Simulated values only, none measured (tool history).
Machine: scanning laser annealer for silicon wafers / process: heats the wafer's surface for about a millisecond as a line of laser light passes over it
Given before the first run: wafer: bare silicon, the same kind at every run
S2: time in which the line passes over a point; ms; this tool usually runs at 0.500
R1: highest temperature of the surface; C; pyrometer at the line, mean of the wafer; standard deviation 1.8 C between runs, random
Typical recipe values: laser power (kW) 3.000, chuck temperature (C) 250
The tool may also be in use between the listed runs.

Run 1, hour 0.0: usual settings. Result: R1 936 C.
Run 2, hour 12.8: usual settings. Result: R1 931 C.
Run 3, hour 34.5: usual settings. Result: R1 930 C.
Run 4, hour 51.2: usual settings. Result: R1 930 C.
Run 5, hour 76.0: usual settings. Result: R1 928 C.
Run 6, hour 93.1: usual settings. Result: R1 927 C.
Run 7, hour 108.8: usual settings but laser power (kW) 2.776. Result: R1 869 C.
Run 8, hour 121.5: usual settings but laser power (kW) 2.776. Result: R1 866 C.
Run 9, hour 138.1: usual settings. Result: R1 925 C.
Run 10, hour 151.0: usual settings. Result: R1 923 C.
Run 11, hour 169.8: usual settings. Result: R1 923 C.
Run 12, hour 182.6: usual settings but chuck temperature (C) 278. Result: R1 949 C.
Run 13, hour 205.8: usual settings. Result: R1 924 C.
Run 14, hour 226.8: usual settings. Result: R1 920 C.
Run 15, hour 241.1: usual settings. Result: R1 917 C.
Run 16, hour 262.5: usual settings. Result: R1 913 C.
Run 17, hour 283.0: usual settings but laser power (kW) 3.102. Result: R1 940 C.
Run 18, hour 295.3: usual settings but laser power (kW) 3.102. Result: R1 944 C.
Run 19, hour 306.8: usual settings but chuck temperature (C) 263. Result: R1 928 C.
Run 20, hour 324.7: usual settings but chuck temperature (C) 263. Result: R1 926 C.
Run 21, hour 335.0: usual settings but chuck temperature (C) 263. Result: R1 924 C.
Run 22, hour 352.6: usual settings but S2 0.369 ms, chuck temperature (C) 288. Result: R1 853 C.
At hour 366.0: window over the wafer cleaned.
Run 23, hour 375.0: usual settings but laser power (kW) 2.893. Result: R1 921 C.
Run 24, hour 390.3: usual settings but laser power (kW) 3.128, S2 0.410 ms, chuck temperature (C) 214. Result: R1 875 C.
Run 25, hour 407.1: usual settings but laser power (kW) 3.066, chuck temperature (C) 232. Result: R1 941 C.
Run 26, hour 429.5: usual settings but laser power (kW) 2.870, S2 0.429 ms, chuck temperature (C) 270. Result: R1 882 C.
Run 27, hour 452.4: usual settings but laser power (kW) 3.074, S2 0.502 ms, chuck temperature (C) 252. Result: R1 964 C.
Run 28, hour 467.8: usual settings but laser power (kW) 2.696, S2 0.502 ms, chuck temperature (C) 242. Result: R1 854 C.
Run 29, hour 481.4: usual settings but laser power (kW) 2.806, S2 0.405 ms. Result: R1 824 C.
Run 30, hour 497.9: usual settings but chuck temperature (C) 273. Result: R1 959 C.
Run 31, hour 519.0: usual settings but S2 0.394 ms, chuck temperature (C) 235. Result: R1 845 C.
Run 32, hour 543.3: usual settings but laser power (kW) 2.958, S2 0.444 ms, chuck temperature (C) 267. Result: R1 902 C.
Run 33, hour 557.1: usual settings but S2 0.494 ms. Result: R1 934 C.
Run 34, hour 567.5: usual settings but laser power (kW) 2.953, chuck temperature (C) 222. Result: R1 894 C.
Run 35, hour 588.5: usual settings but laser power (kW) 3.253, S2 0.443 ms, chuck temperature (C) 249. Result: R1 956 C.
Run 36, hour 601.3: usual settings but laser power (kW) 3.253, S2 0.596 ms, chuck temperature (C) 255. Result: R1 1073 C.
Run 37, hour 619.4: usual settings but laser power (kW) 3.258, S2 0.579 ms, chuck temperature (C) 257. Result: R1 1063 C.
Run 38, hour 631.5: usual settings but S2 0.481 ms. Result: R1 919 C.
Run 39, hour 656.8: usual settings but S2 0.481 ms. Result: R1 915 C.
Run 40, hour 669.5: usual settings but laser power (kW) 2.580, S2 0.463 ms, chuck temperature (C) 213. Result: R1 763 C.

Run by run, hidden condition taken away, random variation retained:
The hidden state here: light that passes the window, % of a clean one's; laser's true power over the reading, %; width of the line over the set one, %; drift of the gauge itself on peak_c, C.
run    R1
  1   955
  2   951
  3   952
  4   953
  5   952
  6   953
  7   893
  8   891
  9   953
 10   951
 11   953
 12   980
 13   956
 14   953
 15   952
 16   948
 17   978
 18   983
 19   966
 20   965
 21   964
 22   888
 23   926
 24   881
 25   948
 26   889
 27   974
 28   863
 29   833
 30   971
 31   857
 32   916
 33   950
 34   911
 35   974
 36  1095
 37  1086
 38   939
 39   937
 40   781
